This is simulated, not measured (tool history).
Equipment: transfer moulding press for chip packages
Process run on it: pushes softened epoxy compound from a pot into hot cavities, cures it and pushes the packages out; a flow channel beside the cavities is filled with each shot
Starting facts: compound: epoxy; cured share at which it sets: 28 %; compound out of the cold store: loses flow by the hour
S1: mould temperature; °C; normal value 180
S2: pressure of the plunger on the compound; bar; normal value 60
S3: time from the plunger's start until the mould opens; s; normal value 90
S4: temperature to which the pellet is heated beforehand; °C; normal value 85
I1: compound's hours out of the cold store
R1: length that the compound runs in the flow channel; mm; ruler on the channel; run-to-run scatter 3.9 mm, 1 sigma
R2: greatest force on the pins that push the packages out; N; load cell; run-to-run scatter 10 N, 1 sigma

{"run": 1, "hour": 0.0, "S1": 180, "S2": 60, "S3": 90, "S4": 85, "I1": 36, "R1": 886, "R2": 432}
{"run": 2, "hour": 12.6, "S1": 180, "S2": 60, "S3": 90, "S4": 85, "I1": 31.1, "R1": 909, "R2": 433}
{"run": 3, "hour": 24.5, "S1": 180, "S2": 60, "S3": 90, "S4": 85, "I1": 37.6, "R1": 877, "R2": 424}
{"run": 4, "hour": 36.9, "S1": 180, "S2": 45.7, "S3": 90, "S4": 85, "I1": 13, "R1": 899, "R2": 461}
{"run": 5, "hour": 57.5, "S1": 180, "S2": 71.7, "S3": 90, "S4": 85, "I1": 18.2, "R1": 1082, "R2": 475}
{"hour": 66.6, "done": "mould's thermocouples calibrated"}
{"run": 6, "hour": 71.0, "S1": 180, "S2": 71.7, "S3": 90, "S4": 85, "I1": 21.4, "R1": 1060, "R2": 457}

Run 7 is up next; what results do you expect?
{"hour": 85.7, "done": "cavities cleaned with cleaning compound and waxed"}
{"run": 7, "hour": 85.7, "S1": 180, "S2": 71.7, "S3": 90, "S4": 85, "I1": 36, "R1": "?", "R2": "?"}

{"run 7": {"R1": 976, "R2": 420}}
Minus the tool's unlogged condition, the same run would have read R1 977 mm, R2 420 N.

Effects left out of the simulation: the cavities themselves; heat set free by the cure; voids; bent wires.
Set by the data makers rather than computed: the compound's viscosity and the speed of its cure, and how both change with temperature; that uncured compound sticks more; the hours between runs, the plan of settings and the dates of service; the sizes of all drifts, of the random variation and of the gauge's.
